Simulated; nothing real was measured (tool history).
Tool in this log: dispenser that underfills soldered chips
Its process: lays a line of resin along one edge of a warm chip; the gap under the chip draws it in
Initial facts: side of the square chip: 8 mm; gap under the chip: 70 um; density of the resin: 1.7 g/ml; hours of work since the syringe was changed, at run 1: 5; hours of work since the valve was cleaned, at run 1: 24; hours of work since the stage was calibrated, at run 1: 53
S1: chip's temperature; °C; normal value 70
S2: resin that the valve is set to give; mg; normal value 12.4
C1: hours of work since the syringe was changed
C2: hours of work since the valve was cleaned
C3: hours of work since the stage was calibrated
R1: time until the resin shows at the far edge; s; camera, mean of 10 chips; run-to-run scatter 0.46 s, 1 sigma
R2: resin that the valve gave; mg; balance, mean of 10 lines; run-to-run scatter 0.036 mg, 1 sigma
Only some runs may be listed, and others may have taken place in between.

Run 1, hour 0.0: usual settings; C1 5; C2 24; C3 53. Result: R1 45.6 s, R2 12.33 mg.
Run 2, hour 2.8: usual settings; C1 7; C2 26; C3 55. Result: R1 48.5 s, R2 12.28 mg.
At hour 5.9: new syringe of resin.
Run 3, hour 8.5: usual settings but S1 69 °C; C1 2; C2 30; C3 59. Result: R1 41.2 s, R2 12.26 mg.
Run 4, hour 12.5: usual settings; C1 5; C2 33; C3 62. Result: R1 45.9 s, R2 12.28 mg.
Run 5, hour 15.6: usual settings; C1 7; C2 35; C3 64. Result: R1 51.1 s, R2 12.31 mg.
At hour 18.3: new syringe of resin.
Run 6, hour 21.3: usual settings; C1 2; C2 39; C3 68. Result: R1 39.7 s, R2 12.21 mg.
Run 7, hour 24.1: usual settings; C1 4; C2 41; C3 70. Result: R1 43.8 s, R2 12.19 mg.
Run 8, hour 29.1: usual settings; C1 8; C2 44; C3 74. Result: R1 52.1 s, R2 12.17 mg.
At hour 30.6: new syringe of resin.
Run 9, hour 32.8: usual settings but S1 85 °C; C1 2; C2 47; C3 76. Result: R1 21.9 s, R2 12.18 mg.
Run 10, hour 35.7: usual settings but S1 85 °C; C1 4; C2 49; C3 78. Result: R1 24.9 s, R2 12.17 mg.
Run 11, hour 38.5: usual settings; C1 6; C2 51; C3 80. Result: R1 47.5 s, R2 12.16 mg.
At hour 43.1: new syringe of resin.
Run 12, hour 43.9: usual settings; C1 1; C2 55; C3 84. Result: R1 36.4 s, R2 12.22 mg.
Run 13, hour 48.5: usual settings but S1 62 °C; C1 4; C2 58; C3 87. Result: R1 57.9 s, R2 12.16 mg.
Run 14, hour 53.4: usual settings but S1 62 °C, S2 12.2 mg; C1 7; C2 62; C3 91. Result: R1 70.5 s, R2 11.94 mg.
At hour 55.8: new syringe of resin.
Run 15, hour 59.4: usual settings but S1 62 °C, S2 12.2 mg; C1 3; C2 66; C3 95. Result: R1 54.2 s, R2 11.92 mg.

Run 16 comes next. What will it give?
Run 16, hour 64.3: usual settings but S1 83 °C, S2 12.5 mg; C1 6; C2 69; C3 98. Result: R1 ?, R2 ?.

{"run 16": {"R1": 30.0, "R2": 12.18}}
With no hidden state in the tool, this same run would have given R1 22.0 s, R2 12.50 mg.
